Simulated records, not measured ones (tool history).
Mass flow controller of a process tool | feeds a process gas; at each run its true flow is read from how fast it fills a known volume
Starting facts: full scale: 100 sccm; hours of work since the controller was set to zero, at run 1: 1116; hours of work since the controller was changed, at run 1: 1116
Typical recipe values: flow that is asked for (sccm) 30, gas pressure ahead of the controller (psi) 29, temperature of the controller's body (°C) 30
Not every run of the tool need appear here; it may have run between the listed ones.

run,hour,flow that is asked for (sccm),gas pressure ahead of the controller (psi),temperature of the controller's body (°C),hours of work since the controller was set to zero,hours of work since the controller was changed,true flow (%)
1,0,30,29,30,1116,1116,99.31
2,100,30,29,30,1155,1155,99.38
3,179.2,30,29,30,1186,1186,99.54
4,244.9,30,29,30,1211,1211,99.35
5,321.1,30,29,30,1241,1241,99.43
6,404.1,30,29,30,1274,1274,99.63
7,446,30,29,30,1290,1290,99.51
8,547.8,30,29,36,1330,1330,99.96
9,649.5,30,29,36,1370,1370,100.11
10,718.5,30,29,30,1397,1397,99.66
11,805.4,30,33.8,30,1431,1431,99.8
12,878.4,30,33.8,30,1459,1459,99.84
13,951.8,30,29,30,1488,1488,99.61
14,1029.6,30,29,30,1518,1518,99.64
15,1123.1,30,29,29,1555,1555,99.66
16,1227.2,56,29.9,30,1595,1595,99.57
17,1283.1,66,32.1,34,1617,1617,100.31
18,1386.5,66,28,34,1658,1658,100.06
19,1454.9,26,23.1,34,1684,1684,99.94
20,1547.8,26,23.1,34,1721,1721,100.09
21,1628.3,40,20.3,23,1752,1752,98.73
22,1709.9,92,37.4,23,1784,1784,100.44
23,1798.1,21,29,36,1819,1819,100.95
24,1861.2,95,38,27,1843,1843,100.77
25,1960.7,95,38,27,1882,1882,100.75
26,2021.8,11,37.3,33,1906,1906,104.12
27,2074.7,11,37.3,33,1927,1927,104.11
28,2177.8,11,37.3,33,1967,1967,104.25
29,2258.7,11,23.5,33,1999,1999,103.54

Some steps in true flow (%) between neighbouring runs. How much of each would the tool show without its hidden state too (settings, what came in, random variation), and how much is left for the hidden state, with any gauge scatter that isn't in both results?
Hidden state at play: flow at rest that the sensor doesn't see, % of full scale; true flow over the shown one, %; drift of the gauge itself on true_pct, %.
Run 21 -> 22: flow that is asked for (sccm) 40 -> 92, gas pressure ahead of the controller (psi) 20.3 -> 37.4. true flow (%) +1.71: hidden state -0.91, all else +2.62.
Run 23 -> 24: flow that is asked for (sccm) 21 -> 95, gas pressure ahead of the controller (psi) 29 -> 38, temperature of the controller's body (°C) 36 -> 27. true flow (%) -0.18: hidden state -2.51, all else +2.33.
Run 25 -> 26: flow that is asked for (sccm) 95 -> 11, gas pressure ahead of the controller (psi) 38 -> 37.3, temperature of the controller's body (°C) 27 -> 33. true flow (%) +3.37: hidden state +5.66, all else -2.29.
